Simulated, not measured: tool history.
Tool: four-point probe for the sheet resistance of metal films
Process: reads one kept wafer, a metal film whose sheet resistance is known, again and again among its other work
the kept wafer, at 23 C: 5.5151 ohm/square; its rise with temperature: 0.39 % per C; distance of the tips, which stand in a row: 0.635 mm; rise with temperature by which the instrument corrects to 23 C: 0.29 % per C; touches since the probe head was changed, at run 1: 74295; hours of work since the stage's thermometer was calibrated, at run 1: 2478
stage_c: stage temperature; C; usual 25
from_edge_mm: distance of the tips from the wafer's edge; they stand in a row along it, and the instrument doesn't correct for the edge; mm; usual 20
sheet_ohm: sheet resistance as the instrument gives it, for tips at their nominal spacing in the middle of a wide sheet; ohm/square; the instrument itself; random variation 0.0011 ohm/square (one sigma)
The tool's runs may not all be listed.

run	hour	stage_c	from_edge_mm	touches since the probe head was changed	hours of work since the stage's thermometer was calibrated	sheet_ohm
1	0	25	20	74295	2478	5.59929
2	80.4	25	20	75498	2520	5.598223
3	183.1	25	20	77034	2574	5.597222
4	275.6	29	20	78417	2622	5.620643
5	399	25	22	80263	2687	5.599954
6	458.9	25	20	81159	2718	5.600087
# hour 470.9: stage's thermometer calibrated
7	583.5	25	20	83015	59	5.607572
8	706.6	25	20	84857	123	5.60804
9	759.8	25	9	85653	151	5.620671
10	832.5	25	9	86741	189	5.620621
11	925.5	24	71	88131	238	5.600741
12	997.5	24	71	89209	276	5.602378
# hour 1025.7: stage's thermometer calibrated, once more
13	1117.7	18	60	91000	48	5.540781
14	1187.5	18	60	92044	85	5.542725
15	1293.5	23	66	93629	140	5.568471
16	1362.8	23	66	94666	176	5.571041
17	1455.9	27	6	96059	225	5.625626
18	1574.6	24	48	97834	287	5.57671
19	1687.5	34	5	99523	347	5.675167
20	1758.4	34	5	100584	384	5.675268

Forecast each of these 4 alternatives for the next run:
A	1824.3	32	21	101570	418	?
B	1824.3	25	8	101570	418	?
C	1824.3	26	56	101570	418	?
D	1824.3	28	53	101570	418	?

run	sheet_ohm
A	5.620371
B	5.600702
C	5.588356
D	5.596948
Without the tool's hidden state the same runs would have given:
run	sheet_ohm
A	5.562486
B	5.543028
C	5.530795
D	5.539299
